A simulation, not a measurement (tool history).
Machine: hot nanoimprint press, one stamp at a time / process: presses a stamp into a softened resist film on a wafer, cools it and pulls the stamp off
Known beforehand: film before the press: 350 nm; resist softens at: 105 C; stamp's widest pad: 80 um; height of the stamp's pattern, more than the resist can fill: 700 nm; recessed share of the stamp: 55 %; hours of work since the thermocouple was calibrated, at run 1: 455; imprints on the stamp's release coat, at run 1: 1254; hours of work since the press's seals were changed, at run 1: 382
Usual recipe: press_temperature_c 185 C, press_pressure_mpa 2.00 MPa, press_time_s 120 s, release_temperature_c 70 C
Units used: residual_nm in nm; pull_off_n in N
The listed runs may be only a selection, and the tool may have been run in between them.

run,hour,press_temperature_c,press_pressure_mpa,press_time_s,release_temperature_c,hours of work since the thermocouple was calibrated,imprints on the stamp's release coat,hours of work since the press's seals were changed,residual_nm,pull_off_n
1,0.0,185,2.00,120,70,455,1254,382,143.5,120
2,40.1,185,1.87,120,70,472,1381,399,149.1,124
# hour 47.9: plate thermocouple calibrated
3,140.1,185,1.87,120,70,41,1686,442,139.0,119
4,214.9,185,1.87,120,70,73,1921,475,140.2,122
# hour 290.1: stamp cleaned and given a new release coat
5,308.5,185,1.87,120,70,112,58,513,140.0,97
6,363.1,185,1.87,120,70,136,230,537,141.5,97
7,404.9,185,1.87,227,70,154,362,556,110.4,100
8,472.3,185,1.87,227,70,184,574,585,111.0,106
9,528.7,179,1.80,92,55,209,752,610,188.0,138
10,626.1,179,1.80,92,55,252,1058,653,188.7,146
11,701.6,179,1.80,92,55,285,1296,686,192.2,149
12,754.7,185,1.77,166,70,308,1463,710,130.9,120
13,804.1,185,2.44,120,65,330,1619,731,130.8,136
14,863.1,186,2.00,118,70,356,1804,757,139.8,127
15,933.8,187,2.00,120,78,387,2027,788,136.5,113
# hour 973.4: stamp cleaned and given a new release coat
16,1034.4,187,2.00,120,78,429,192,830,136.5,85

Branching from run 16: 3 alternative next runs. What would each branch give?
A,1120.1,185,2.00,225,70,466,462,868,?,?
B,1120.1,185,1.37,140,70,466,462,868,?,?
C,1120.1,185,2.00,138,70,466,462,868,?,?

run,residual_nm,pull_off_n
A,114.5,103
B,163.2,103
C,137.2,106
With no hidden state in the tool, these same runs would have given:
run,residual_nm,pull_off_n
A,103.8,92
B,150.8,92
C,124.9,95
